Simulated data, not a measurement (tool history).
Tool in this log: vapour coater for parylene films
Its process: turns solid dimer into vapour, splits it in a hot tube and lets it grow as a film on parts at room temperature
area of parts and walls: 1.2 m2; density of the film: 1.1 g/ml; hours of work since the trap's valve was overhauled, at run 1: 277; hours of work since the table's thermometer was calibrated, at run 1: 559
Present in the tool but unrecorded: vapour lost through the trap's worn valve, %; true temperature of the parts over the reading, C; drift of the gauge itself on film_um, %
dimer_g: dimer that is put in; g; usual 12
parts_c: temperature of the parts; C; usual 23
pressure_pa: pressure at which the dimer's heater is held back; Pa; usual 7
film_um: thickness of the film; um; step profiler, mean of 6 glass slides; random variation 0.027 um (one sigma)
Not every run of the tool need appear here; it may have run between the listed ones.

run	day	dimer_g	parts_c	pressure_pa	hours of work since the trap's valve was overhauled	hours of work since the table's thermometer was calibrated	film_um
1	0	12	23	7	277	559	5.13
2	1.729	12	23	7	304	587	5.14
3	3.375	12	20	7	331	613	5.79
4	5.279	12	27	7	361	644	4.34
5	7.217	12	27	7	392	675	4.31
# day 8.812: trap's valve overhauled
6	9.283	12	27	7	8	705	4.72
7	11.892	12	23	7	49	747	5.44
8	14.192	12	32	7	86	783	3.79
9	15.746	12	32	7	111	808	3.77
# day 15.938: table's thermometer calibrated
10	18.304	7	18	7	151	38	3.86
11	20.6	9	24	7	188	74	3.83
12	22.55	9	27	3.11	219	106	4.06
13	25.062	16	15	5.14	259	146	10.16
# day 26.775: table's thermometer calibrated, once more
14	27.554	11	34	7	298	12	3.06
15	29.483	6	34	10.48	329	43	1.53
16	31.508	6	25	11.57	361	76	2.04

Alternative continuations, all from the tool just after run 16; predict every row:
A	33.679	17	19	11.41	396	110	?
B	33.679	16	28	3.36	396	110	?
C	33.679	20	17	2.72	396	110	?
D	33.679	11	28	6.61	396	110	?

run	film_um
A	7.43
B	6.43
C	13.03
D	3.82
The same runs, with their run-to-run variation unchanged, on a tool lacking any hidden condition would have given:
run	film_um
A	8.04
B	6.95
C	14.09
D	4.13
